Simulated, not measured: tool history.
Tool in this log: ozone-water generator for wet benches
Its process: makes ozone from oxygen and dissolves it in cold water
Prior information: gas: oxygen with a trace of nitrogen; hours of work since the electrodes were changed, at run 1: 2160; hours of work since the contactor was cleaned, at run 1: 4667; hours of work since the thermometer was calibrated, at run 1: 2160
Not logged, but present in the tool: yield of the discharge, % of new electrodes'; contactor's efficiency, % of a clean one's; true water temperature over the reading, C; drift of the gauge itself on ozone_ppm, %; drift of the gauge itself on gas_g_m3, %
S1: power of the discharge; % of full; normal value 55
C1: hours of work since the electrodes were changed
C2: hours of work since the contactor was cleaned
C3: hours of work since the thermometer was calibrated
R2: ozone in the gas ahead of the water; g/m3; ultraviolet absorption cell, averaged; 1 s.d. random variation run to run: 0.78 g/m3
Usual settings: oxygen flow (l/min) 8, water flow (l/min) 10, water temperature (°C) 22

run 1 hour=0 | S1=55 oxygen_flow_(l/min)=8 water_flow_(l/min)=10 water_temperature_(°C)=22 | C1=2160 C2=4667 C3=2160 | dissolved_ozone_(ppm)=12.8 R2=111.3
-- hour=40.3 contactor cleaned
run 2 hour=135.6 | S1=55 oxygen_flow_(l/min)=8 water_flow_(l/min)=10 water_temperature_(°C)=22 | C1=2274 C2=83 C3=2274 | dissolved_ozone_(ppm)=12.4 R2=110.6
run 3 hour=287 | S1=55 oxygen_flow_(l/min)=8.24 water_flow_(l/min)=10 water_temperature_(°C)=22 | C1=2406 C2=214 C3=2406 | dissolved_ozone_(ppm)=12.4 R2=108.8
run 4 hour=441.6 | S1=41 oxygen_flow_(l/min)=8 water_flow_(l/min)=10 water_temperature_(°C)=22 | C1=2540 C2=349 C3=2540 | dissolved_ozone_(ppm)=10.2 R2=90.8
run 5 hour=652.7 | S1=55 oxygen_flow_(l/min)=8 water_flow_(l/min)=10 water_temperature_(°C)=22 | C1=2723 C2=532 C3=2723 | dissolved_ozone_(ppm)=12.3 R2=108.5
run 6 hour=753.8 | S1=55 oxygen_flow_(l/min)=8 water_flow_(l/min)=10 water_temperature_(°C)=22 | C1=2811 C2=620 C3=2811 | dissolved_ozone_(ppm)=12 R2=107.7
run 7 hour=976.1 | S1=55 oxygen_flow_(l/min)=8 water_flow_(l/min)=10 water_temperature_(°C)=22 | C1=3004 C2=813 C3=3004 | dissolved_ozone_(ppm)=12 R2=108.1
run 8 hour=1143.9 | S1=55 oxygen_flow_(l/min)=4.36 water_flow_(l/min)=10 water_temperature_(°C)=22 | C1=3150 C2=959 C3=3150 | dissolved_ozone_(ppm)=13.1 R2=147.3
-- hour=1299.4 contactor cleaned, once more
run 9 hour=1321.1 | S1=54 oxygen_flow_(l/min)=8 water_flow_(l/min)=10 water_temperature_(°C)=22 | C1=3301 C2=19 C3=3301 | dissolved_ozone_(ppm)=13 R2=105.3
run 10 hour=1549.6 | S1=54 oxygen_flow_(l/min)=8 water_flow_(l/min)=10 water_temperature_(°C)=22 | C1=3499 C2=217 C3=3499 | dissolved_ozone_(ppm)=12.8 R2=104.8
-- hour=1612.3 water thermometer calibrated
run 11 hour=1767.5 | S1=55 oxygen_flow_(l/min)=5.84 water_flow_(l/min)=10 water_temperature_(°C)=22 | C1=3688 C2=406 C3=135 | dissolved_ozone_(ppm)=14 R2=122.3
run 12 hour=1990.1 | S1=55 oxygen_flow_(l/min)=5.84 water_flow_(l/min)=10 water_temperature_(°C)=22 | C1=3881 C2=600 C3=328 | dissolved_ozone_(ppm)=13.8 R2=121.5
run 13 hour=2163.9 | S1=55 oxygen_flow_(l/min)=10.8 water_flow_(l/min)=10 water_temperature_(°C)=22 | C1=4032 C2=751 C3=479 | dissolved_ozone_(ppm)=11.7 R2=89.7
run 14 hour=2334.8 | S1=55 oxygen_flow_(l/min)=10.8 water_flow_(l/min)=10 water_temperature_(°C)=22 | C1=4181 C2=899 C3=628 | dissolved_ozone_(ppm)=11.7 R2=88.3
run 15 hour=2542.4 | S1=55 oxygen_flow_(l/min)=10.8 water_flow_(l/min)=10 water_temperature_(°C)=22 | C1=4361 C2=1079 C3=808 | dissolved_ozone_(ppm)=11.7 R2=87.3
run 16 hour=2751.3 | S1=55 oxygen_flow_(l/min)=9.63 water_flow_(l/min)=10 water_temperature_(°C)=22 | C1=4543 C2=1261 C3=989 | dissolved_ozone_(ppm)=11.9 R2=92.6
run 17 hour=2936 | S1=55 oxygen_flow_(l/min)=8 water_flow_(l/min)=10 water_temperature_(°C)=14 | C1=4703 C2=1421 C3=1150 | dissolved_ozone_(ppm)=14.9 R2=101.7
run 18 hour=3102.4 | S1=55 oxygen_flow_(l/min)=11.97 water_flow_(l/min)=10 water_temperature_(°C)=22 | C1=4848 C2=1566 C3=1294 | dissolved_ozone_(ppm)=10.9 R2=80.5
run 19 hour=3239.8 | S1=55 oxygen_flow_(l/min)=8 water_flow_(l/min)=10 water_temperature_(°C)=22 | C1=4967 C2=1685 C3=1414 | dissolved_ozone_(ppm)=12.1 R2=98.8
run 20 hour=3453.2 | S1=55 oxygen_flow_(l/min)=8 water_flow_(l/min)=10 water_temperature_(°C)=22 | C1=5152 C2=1871 C3=1599 | dissolved_ozone_(ppm)=12.2 R2=98.8
run 21 hour=3647.4 | S1=55 oxygen_flow_(l/min)=8 water_flow_(l/min)=15 water_temperature_(°C)=22 | C1=5321 C2=2039 C3=1768 | dissolved_ozone_(ppm)=8.9 R2=98.4
run 22 hour=3871.7 | S1=55 oxygen_flow_(l/min)=8 water_flow_(l/min)=15 water_temperature_(°C)=24 | C1=5516 C2=2234 C3=1963 | dissolved_ozone_(ppm)=8.4 R2=98.3
run 23 hour=4083.5 | S1=88 oxygen_flow_(l/min)=8.64 water_flow_(l/min)=12 water_temperature_(°C)=22 | C1=5700 C2=2418 C3=2147 | dissolved_ozone_(ppm)=13.1 R2=118.9
run 24 hour=4266.5 | S1=55 oxygen_flow_(l/min)=11.08 water_flow_(l/min)=10 water_temperature_(°C)=20 | C1=5859 C2=2577 C3=2306 | dissolved_ozone_(ppm)=11.1 R2=80.5
run 25 hour=4444.5 | S1=55 oxygen_flow_(l/min)=11.08 water_flow_(l/min)=10 water_temperature_(°C)=20 | C1=6014 C2=2732 C3=2460 | dissolved_ozone_(ppm)=10.9 R2=80.6
run 26 hour=4581.8 | S1=55 oxygen_flow_(l/min)=11.08 water_flow_(l/min)=10 water_temperature_(°C)=20 | C1=6133 C2=2851 C3=2580 | dissolved_ozone_(ppm)=10.9 R2=80.2
run 27 hour=4813.8 | S1=55 oxygen_flow_(l/min)=8 water_flow_(l/min)=10 water_temperature_(°C)=19 | C1=6334 C2=3053 C3=2781 | dissolved_ozone_(ppm)=12.1 R2=94.7
run 28 hour=4933.2 | S1=45 oxygen_flow_(l/min)=9.13 water_flow_(l/min)=10 water_temperature_(°C)=27 | C1=6438 C2=3156 C3=2885 | dissolved_ozone_(ppm)=8.6 R2=79.2
run 29 hour=5116.8 | S1=45 oxygen_flow_(l/min)=9.13 water_flow_(l/min)=10 water_temperature_(°C)=27 | C1=6598 C2=3316 C3=3044 | dissolved_ozone_(ppm)=8.6 R2=77.9
run 30 hour=5349.9 | S1=45 oxygen_flow_(l/min)=9.13 water_flow_(l/min)=10 water_temperature_(°C)=27 | C1=6800 C2=3518 C3=3247 | dissolved_ozone_(ppm)=8.5 R2=77.6
run 31 hour=5492.1 | S1=45 oxygen_flow_(l/min)=9.13 water_flow_(l/min)=10 water_temperature_(°C)=27 | C1=6924 C2=3642 C3=3371 | dissolved_ozone_(ppm)=8.3 R2=77.6
run 32 hour=5635.5 | S1=45 oxygen_flow_(l/min)=9.13 water_flow_(l/min)=10 water_temperature_(°C)=27 | C1=7048 C2=3766 C3=3495 | dissolved_ozone_(ppm)=8.4 R2=76.6
-- hour=5717.4 water thermometer calibrated
-- hour=5790.4 electrodes of the discharge changed
run 33 hour=5854.5 | S1=45 oxygen_flow_(l/min)=6.61 water_flow_(l/min)=10 water_temperature_(°C)=23 | C1=56 C2=3951 C3=114 | dissolved_ozone_(ppm)=12.2 R2=111.9

Run by run, hidden condition taken away, random variation retained:
run=1 dissolved_ozone_(ppm)=14.8 R2=119.1
run=2 dissolved_ozone_(ppm)=14.8 R2=118.8
run=3 dissolved_ozone_(ppm)=14.9 R2=117.4
run=4 dissolved_ozone_(ppm)=12.1 R2=96.7
run=5 dissolved_ozone_(ppm)=15 R2=118.6
run=6 dissolved_ozone_(ppm)=14.6 R2=118.1
run=7 dissolved_ozone_(ppm)=14.8 R2=119.4
run=8 dissolved_ozone_(ppm)=16.4 R2=163.6
run=9 dissolved_ozone_(ppm)=14.6 R2=117.6
run=10 dissolved_ozone_(ppm)=14.5 R2=117.8
run=11 dissolved_ozone_(ppm)=16 R2=138.7
run=12 dissolved_ozone_(ppm)=15.9 R2=138.8
run=13 dissolved_ozone_(ppm)=13.6 R2=102.9
run=14 dissolved_ozone_(ppm)=13.7 R2=102.1
run=15 dissolved_ozone_(ppm)=13.8 R2=101.6
run=16 dissolved_ozone_(ppm)=14.2 R2=108.4
run=17 dissolved_ozone_(ppm)=18 R2=119.9
run=18 dissolved_ozone_(ppm)=13.2 R2=95.6
run=19 dissolved_ozone_(ppm)=14.8 R2=117.9
run=20 dissolved_ozone_(ppm)=15.1 R2=118.9
run=21 dissolved_ozone_(ppm)=11.1 R2=119.1
run=22 dissolved_ozone_(ppm)=10.7 R2=119.8
run=23 dissolved_ozone_(ppm)=18 R2=157.6
run=24 dissolved_ozone_(ppm)=14.3 R2=99.9
run=25 dissolved_ozone_(ppm)=14.3 R2=100.5
run=26 dissolved_ozone_(ppm)=14.3 R2=100.6
run=27 dissolved_ozone_(ppm)=16 R2=119.9
run=28 dissolved_ozone_(ppm)=11.1 R2=97.1
run=29 dissolved_ozone_(ppm)=11.1 R2=96.3
run=30 dissolved_ozone_(ppm)=11.1 R2=96.7
run=31 dissolved_ozone_(ppm)=11 R2=97
run=32 dissolved_ozone_(ppm)=11.1 R2=96.3
run=33 dissolved_ozone_(ppm)=13.1 R2=112.9
